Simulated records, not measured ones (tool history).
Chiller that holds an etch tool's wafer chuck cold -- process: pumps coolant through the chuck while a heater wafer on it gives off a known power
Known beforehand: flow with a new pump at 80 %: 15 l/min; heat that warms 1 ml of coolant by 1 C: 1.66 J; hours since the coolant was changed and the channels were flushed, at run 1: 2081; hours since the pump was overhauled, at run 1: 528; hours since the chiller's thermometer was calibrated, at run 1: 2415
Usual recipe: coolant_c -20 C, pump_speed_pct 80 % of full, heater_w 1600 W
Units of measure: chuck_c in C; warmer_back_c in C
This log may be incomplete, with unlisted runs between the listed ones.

| run | hour | coolant_c | pump_speed_pct | heater_w | hours since the coolant was changed and the channels were flushed | hours since the pump was overhauled | hours since the chiller's thermometer was calibrated | chuck_c | warmer_back_c |
|---|---|---|---|---|---|---|---|---|---|
| 1 | 0.0 | -20 | 80 | 1600 | 2081 | 528 | 2415 | -6.9 | 3.87 |
| 2 | 39.9 | -20 | 80 | 1600 | 2121 | 567 | 2455 | -7.1 | 3.79 |
| 3 | 75.8 | -20 | 80 | 1600 | 2157 | 603 | 2491 | -7.2 | 3.82 |
| 4 | 95.1 | -20 | 80 | 1600 | 2176 | 623 | 2510 | -6.9 | 3.83 |
| 5 | 134.4 | -20 | 80 | 1600 | 2216 | 662 | 2549 | -7.0 | 3.83 |
| 6 | 158.9 | -20 | 80 | 1600 | 2240 | 686 | 2574 | -7.0 | 3.83 |
| 7 | 188.6 | -20 | 80 | 1600 | 2270 | 716 | 2603 | -7.0 | 3.80 |
| 8 | 205.7 | -20 | 80 | 1600 | 2287 | 733 | 2620 | -6.9 | 3.82 |
| 9 | 223.8 | -20 | 80 | 1600 | 2305 | 751 | 2638 | -7.0 | 3.77 |
| 10 | 259.6 | -22 | 80 | 1600 | 2341 | 787 | 2674 | -9.1 | 3.75 |
| 11 | 296.6 | -23 | 80 | 1600 | 2378 | 824 | 2711 | -10.1 | 3.74 |
| 12 | 338.0 | -23 | 80 | 1600 | 2419 | 866 | 2753 | -10.1 | 3.72 |
| 13 | 375.1 | -17 | 98 | 2015 | 2456 | 903 | 2790 | -2.4 | 3.80 |
| 14 | 416.4 | -17 | 98 | 966 | 2498 | 944 | 2831 | -9.9 | 1.71 |
| 15 | 441.2 | -28 | 81 | 1213 | 2522 | 969 | 2856 | -18.3 | 2.76 |
| 16 | 458.2 | -19 | 83 | 2263 | 2539 | 986 | 2873 | -1.3 | 5.16 |
| 17 | 486.5 | -24 | 67 | 1860 | 2568 | 1014 | 2901 | -7.4 | 5.21 |
| 18 | 516.3 | -20 | 63 | 1394 | 2598 | 1044 | 2931 | -7.2 | 4.10 |
| 19 | 534.5 | -20 | 63 | 1394 | 2616 | 1062 | 2949 | -7.0 | 4.05 |
| 20 | 555.3 | -11 | 89 | 1600 | 2637 | 1083 | 2970 | 1.2 | 3.32 |
| 21 | 594.9 | -18 | 63 | 1600 | 2676 | 1122 | 3010 | -3.1 | 4.75 |

Below, some changes in warmer_back_c between adjacent runs. For each, the amount present without the hidden state too (settings, incoming material, random variation) and the amount remaining for the hidden state with gauge scatter not shared by both compared results:
Hidden state present: heat passed by the chuck's channels, % of clean ones'; flow at a given pump speed, % of a new pump's; coolant's true temperature over the reading, C; drift of the gauge itself on chuck_c, C; drift of the gauge itself on warmer_back_c, C.
Run 1 -> 2: settings left as they were, no log entry in between. warmer_back_c -0.08 C: hidden state -0.02, all else -0.06.
Run 11 -> 12: settings left as they were, no log entry in between. warmer_back_c -0.02 C: hidden state -0.02, all else +0.00.
Run 13 -> 14: heater_w 2015 -> 966. warmer_back_c -2.09 C: hidden state +0.00, all else -2.09.
Run 15 -> 16: coolant_c -28 -> -19, pump_speed_pct 81 -> 83, heater_w 1213 -> 2263. warmer_back_c +2.40 C: hidden state -0.01, all else +2.41.
